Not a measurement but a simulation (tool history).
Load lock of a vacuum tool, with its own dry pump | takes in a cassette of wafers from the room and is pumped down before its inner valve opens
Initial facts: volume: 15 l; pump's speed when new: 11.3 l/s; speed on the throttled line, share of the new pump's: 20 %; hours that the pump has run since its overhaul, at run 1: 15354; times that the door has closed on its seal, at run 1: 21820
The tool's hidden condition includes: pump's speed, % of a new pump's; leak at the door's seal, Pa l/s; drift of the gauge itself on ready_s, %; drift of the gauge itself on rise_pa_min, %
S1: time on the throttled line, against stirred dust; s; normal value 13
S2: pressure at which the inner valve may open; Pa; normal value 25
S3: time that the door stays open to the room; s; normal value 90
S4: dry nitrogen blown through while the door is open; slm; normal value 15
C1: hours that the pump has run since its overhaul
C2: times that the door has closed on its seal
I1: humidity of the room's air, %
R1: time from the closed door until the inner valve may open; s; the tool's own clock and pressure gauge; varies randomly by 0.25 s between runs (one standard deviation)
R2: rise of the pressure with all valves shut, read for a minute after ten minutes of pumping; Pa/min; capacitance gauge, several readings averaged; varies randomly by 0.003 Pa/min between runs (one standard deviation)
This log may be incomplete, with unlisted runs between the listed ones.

{"run": 1, "hour": 0.0, "S1": 13, "S2": 25, "S3": 90, "S4": 15, "C1": 15354, "C2": 21820, "I1": 46.2, "R1": 23.2, "R2": 0.173}
{"run": 2, "hour": 506.8, "S1": 13, "S2": 25, "S3": 90, "S4": 15, "C1": 15861, "C2": 23543, "I1": 44.5, "R1": 23.2, "R2": 0.177}
{"run": 3, "hour": 1078.6, "S1": 13, "S2": 25, "S3": 90, "S4": 15, "C1": 16433, "C2": 25488, "I1": 41.6, "R1": 22.9, "R2": 0.194}
{"run": 4, "hour": 1653.5, "S1": 13, "S2": 25, "S3": 90, "S4": 15, "C1": 17008, "C2": 27442, "I1": 44.3, "R1": 23, "R2": 0.214}
{"run": 5, "hour": 2219.9, "S1": 13, "S2": 25, "S3": 90, "S4": 15, "C1": 17574, "C2": 29368, "I1": 43.4, "R1": 23.4, "R2": 0.225}
{"run": 6, "hour": 2626.9, "S1": 13, "S2": 25, "S3": 90, "S4": 25, "C1": 17981, "C2": 30752, "I1": 48.3, "R1": 23.1, "R2": 0.248}
{"run": 7, "hour": 3221.3, "S1": 13, "S2": 25, "S3": 90, "S4": 15, "C1": 18575, "C2": 32774, "I1": 44.9, "R1": 23.1, "R2": 0.266}
{"run": 8, "hour": 3733.6, "S1": 13, "S2": 25, "S3": 90, "S4": 15, "C1": 19088, "C2": 34516, "I1": 45.7, "R1": 23.3, "R2": 0.282}
{"run": 9, "hour": 3992.3, "S1": 13, "S2": 25, "S3": 90, "S4": 37, "C1": 19346, "C2": 35396, "I1": 44.8, "R1": 23.2, "R2": 0.282}
{"hour": 4142.8, "done": "door's seal changed, seat wiped"}
{"run": 10, "hour": 4464.4, "S1": 13, "S2": 25, "S3": 90, "S4": 37, "C1": 19817, "C2": 1094, "I1": 43.5, "R1": 23.1, "R2": 0.039}
{"run": 11, "hour": 5073.6, "S1": 13, "S2": 25, "S3": 90, "S4": 37, "C1": 20426, "C2": 3165, "I1": 47.1, "R1": 23.1, "R2": 0.04}
{"run": 12, "hour": 5488.7, "S1": 13, "S2": 25, "S3": 152, "S4": 15, "C1": 20841, "C2": 4577, "I1": 42.8, "R1": 23.1, "R2": 0.083}
{"run": 13, "hour": 5855.5, "S1": 13, "S2": 25, "S3": 152, "S4": 15, "C1": 21208, "C2": 5824, "I1": 43.2, "R1": 23.8, "R2": 0.081}
{"run": 14, "hour": 6410.8, "S1": 13, "S2": 25, "S3": 133, "S4": 15, "C1": 21763, "C2": 7712, "I1": 51.3, "R1": 23.4, "R2": 0.095}
{"run": 15, "hour": 6686.4, "S1": 13, "S2": 25, "S3": 90, "S4": 37, "C1": 22039, "C2": 8650, "I1": 43.9, "R1": 23.3, "R2": 0.053}
{"run": 16, "hour": 7249.9, "S1": 16, "S2": 25, "S3": 90, "S4": 15, "C1": 22602, "C2": 10566, "I1": 45.4, "R1": 25.3, "R2": 0.087}
{"run": 17, "hour": 7679.2, "S1": 13, "S2": 30, "S3": 90, "S4": 15, "C1": 23032, "C2": 12026, "I1": 46.8, "R1": 22.9, "R2": 0.096}
{"run": 18, "hour": 8239.3, "S1": 13, "S2": 30, "S3": 90, "S4": 15, "C1": 23592, "C2": 13930, "I1": 44.3, "R1": 23.6, "R2": 0.104}
{"hour": 8524.4, "done": "dry pump taken out, an overhauled one fitted"}
{"run": 19, "hour": 8705.2, "S1": 13, "S2": 30, "S3": 90, "S4": 15, "C1": 181, "C2": 15494, "I1": 47.2, "R1": 21.4, "R2": 0.116}
{"run": 20, "hour": 9052.2, "S1": 20, "S2": 30, "S3": 90, "S4": 15, "C1": 528, "C2": 16674, "I1": 46.5, "R1": 26.6, "R2": 0.116}
{"run": 21, "hour": 9333.6, "S1": 20, "S2": 30, "S3": 90, "S4": 15, "C1": 809, "C2": 17631, "I1": 44.3, "R1": 26.8, "R2": 0.121}
{"run": 22, "hour": 9879.4, "S1": 11, "S2": 20, "S3": 90, "S4": 15, "C1": 1355, "C2": 19487, "I1": 46.5, "R1": 21.1, "R2": 0.142}
{"run": 23, "hour": 10139.7, "S1": 13, "S2": 25, "S3": 90, "S4": 5, "C1": 1615, "C2": 20372, "I1": 42.6, "R1": 21.8, "R2": 0.162}
{"run": 24, "hour": 10496.7, "S1": 13, "S2": 25, "S3": 90, "S4": 5, "C1": 1972, "C2": 21586, "I1": 46.1, "R1": 21.6, "R2": 0.168}
{"run": 25, "hour": 11069.9, "S1": 13, "S2": 30, "S3": 90, "S4": 5, "C1": 2546, "C2": 23535, "I1": 42.4, "R1": 21.5, "R2": 0.181}
{"run": 26, "hour": 11530.6, "S1": 7, "S2": 25, "S3": 132, "S4": 15, "C1": 3006, "C2": 25102, "I1": 43.7, "R1": 16.7, "R2": 0.188}
{"run": 27, "hour": 11807.9, "S1": 7, "S2": 25, "S3": 132, "S4": 15, "C1": 3284, "C2": 26045, "I1": 44.2, "R1": 16.4, "R2": 0.192}
{"run": 28, "hour": 12336.4, "S1": 7, "S2": 25, "S3": 132, "S4": 15, "C1": 3812, "C2": 27842, "I1": 41.6, "R1": 16.3, "R2": 0.206}
{"run": 29, "hour": 12585.9, "S1": 19, "S2": 32, "S3": 37, "S4": 5, "C1": 4061, "C2": 28690, "I1": 43.8, "R1": 25.8, "R2": 0.195}
{"run": 30, "hour": 13021.1, "S1": 7, "S2": 43, "S3": 29, "S4": 6, "C1": 4497, "C2": 30170, "I1": 42.8, "R1": 16.3, "R2": 0.21}
{"run": 31, "hour": 13484.6, "S1": 13, "S2": 20, "S3": 36, "S4": 15, "C1": 4960, "C2": 31746, "I1": 43.6, "R1": 22, "R2": 0.221}
{"run": 32, "hour": 13750.0, "S1": 23, "S2": 41, "S3": 90, "S4": 16, "C1": 5226, "C2": 32649, "I1": 49.5, "R1": 28.6, "R2": 0.254}

Branching from run 32: 3 alternative next runs. What would each branch give?
{"run": "A", "hour": 14141.0, "S1": 13, "S2": 21, "S3": 90, "S4": 15, "C1": 5617, "C2": 33979, "I1": 44.3, "R1": "?", "R2": "?"}
{"run": "B", "hour": 14141.0, "S1": 13, "S2": 33, "S3": 90, "S4": 30, "C1": 5617, "C2": 33979, "I1": 44.5, "R1": "?", "R2": "?"}
{"run": "C", "hour": 14141.0, "S1": 7, "S2": 20, "S3": 95, "S4": 16, "C1": 5617, "C2": 33979, "I1": 44.2, "R1": "?", "R2": "?"}

run=A R1=22 R2=0.26
run=B R1=21.8 R2=0.25
run=C R1=17.1 R2=0.265
Without the tool's unlogged condition, the same runs would have read:
run=A R1=21.7 R2=0.044
run=B R1=21.5 R2=0.034
run=C R1=16.7 R2=0.044
